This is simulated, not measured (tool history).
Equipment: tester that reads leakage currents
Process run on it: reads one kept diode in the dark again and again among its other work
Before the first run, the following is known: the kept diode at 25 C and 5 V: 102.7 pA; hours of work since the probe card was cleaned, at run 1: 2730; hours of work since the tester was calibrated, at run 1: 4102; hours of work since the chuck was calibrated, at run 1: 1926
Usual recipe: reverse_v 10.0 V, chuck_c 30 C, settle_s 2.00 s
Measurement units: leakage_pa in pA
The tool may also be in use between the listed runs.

run      day  reverse_v  chuck_c  settle_s  hours of work since the probe card was cleaned  hours of work since the tester was calibrated  hours of work since the chuck was calibrated  leakage_pa
  1    0.000       10.0       30      2.00                                            2730                                           4102                                          1926      246.94
  2   10.871       10.0       30      2.00                                            2886                                           4258                                          2082      249.71
      13.392  -- probe card cleaned and baked
  3   17.267       10.9       30      2.00                                              55                                           4348                                          2171      251.39
      23.175  -- chuck's temperature calibrated
  4   27.962       10.9       30      2.00                                             207                                           4499                                            69      230.73
  5   39.567       10.9       30      2.00                                             373                                           4666                                           235      232.77
      42.271  -- tester calibrated
  6   51.338       10.0       30      2.00                                             541                                            130                                           402      219.84
  7   62.167       10.0       27      2.00                                             696                                            285                                           557      178.36
  8   72.071       10.0       57      2.00                                             837                                            427                                           699     1317.47
  9   82.779       10.0       32      2.00                                             991                                            580                                           852      261.34
 10   94.621        4.6       32      1.85                                            1160                                            749                                          1021      176.28
 11  100.342        4.6       32      1.85                                            1242                                            831                                          1103      177.11
 12  108.242        9.4       53      2.61                                            1355                                            944                                          1216     1024.32
 13  116.150        4.6       32      2.00                                            1468                                           1057                                          1329      179.23
 14  126.633        1.6       37      2.00                                            1618                                           1207                                          1480      149.05
 15  132.850       10.0       49      2.00                                            1707                                           1296                                          1568      838.70

Results per run with the tool's hidden condition removed, run-to-run variation unchanged:
Unlogged tool condition in this case: stray current of the dirty probe card, pA a volt; current scale over the true one, %; true chuck temperature over the reading, C; drift of the gauge itself on leakage_pa, %.
run  leakage_pa
  1      212.37
  2      212.78
  3      221.33
  4      221.37
  5      221.01
  6      211.98
  7      169.76
  8     1266.87
  9      245.48
 10      164.52
 11      164.49
 12      959.52
 13      164.29
 14      136.89
 15      770.50
